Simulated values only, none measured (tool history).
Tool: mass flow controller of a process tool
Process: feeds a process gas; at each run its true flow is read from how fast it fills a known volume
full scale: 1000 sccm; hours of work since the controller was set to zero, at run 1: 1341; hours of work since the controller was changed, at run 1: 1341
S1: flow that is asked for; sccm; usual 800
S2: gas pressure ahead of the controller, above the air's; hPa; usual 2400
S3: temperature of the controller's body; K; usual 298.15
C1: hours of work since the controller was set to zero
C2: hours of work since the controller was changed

Run 1, hour 0: usual settings; C1 1341; C2 1341. Result: true flow (%) 99.92.
Run 2, hour 40: usual settings but S3 303.15 K; C1 1361; C2 1361. Result: true flow (%) 99.61.
Run 3, hour 112.7: usual settings but S1 523 sccm; C1 1397; C2 1397. Result: true flow (%) 99.1.
Run 4, hour 197: usual settings but S1 523 sccm, S3 299.15 K; C1 1439; C2 1439. Result: true flow (%) 99.01.
Run 5, hour 285.5: usual settings but S1 523 sccm, S3 299.15 K; C1 1483; C2 1483. Result: true flow (%) 99.
Run 6, hour 362.2: usual settings but S1 523 sccm, S3 299.15 K; C1 1521; C2 1521. Result: true flow (%) 98.91.
Run 7, hour 454.2: usual settings but S1 523 sccm, S3 299.15 K; C1 1567; C2 1567. Result: true flow (%) 98.91.
Run 8, hour 538.9: usual settings but S1 523 sccm, S3 299.15 K; C1 1609; C2 1609. Result: true flow (%) 99.05.
Run 9, hour 604.4: usual settings; C1 1642; C2 1642. Result: true flow (%) 99.86.
Run 10, hour 656.3: usual settings; C1 1668; C2 1668. Result: true flow (%) 100.09.
Run 11, hour 746.3: usual settings but S1 542 sccm, S2 1730 hPa, S3 300.15 K; C1 1713; C2 1713. Result: true flow (%) 98.54.
Run 12, hour 812.5: usual settings but S1 542 sccm, S2 1730 hPa, S3 303.15 K; C1 1746; C2 1746. Result: true flow (%) 98.34.
Run 13, hour 853.8: usual settings but S1 182 sccm, S2 2500 hPa, S3 309.15 K; C1 1766; C2 1766. Result: true flow (%) 96.47.
Run 14, hour 944.6: usual settings but S1 725 sccm, S2 2410 hPa, S3 311.15 K; C1 1812; C2 1812. Result: true flow (%) 98.8.
Run 15, hour 994.4: usual settings but S1 725 sccm, S2 2410 hPa, S3 311.15 K; C1 1836; C2 1836. Result: true flow (%) 98.83.
Run 16, hour 1083: usual settings but S1 154 sccm, S2 2460 hPa; C1 1881; C2 1881. Result: true flow (%) 96.83.
Run 17, hour 1167.7: usual settings but S1 154 sccm, S2 2460 hPa; C1 1923; C2 1923. Result: true flow (%) 96.77.
Run 18, hour 1210.1: usual settings but S1 154 sccm, S2 2460 hPa; C1 1944; C2 1944. Result: true flow (%) 96.59.

Some steps in true flow (%) between neighbouring runs. How much of each would the tool show without its hidden state too (settings, what came in, random variation), and how much is left for the hidden state, with any gauge scatter that isn't in both results?
The hidden state here: flow at rest that the sensor doesn't see, % of full scale; true flow over the shown one, %; drift of the gauge itself on true_pct, %.
Run 13 -> 14: S1 182 -> 725, S2 2500 -> 2410, S3 309.15 -> 311.15. true flow (%) +2.33: hidden state +1.11, all else +1.22.
Run 15 -> 16: S1 725 -> 154, S2 2410 -> 2460, S3 311.15 -> 298.15. true flow (%) -2: hidden state -1.47, all else -0.53.
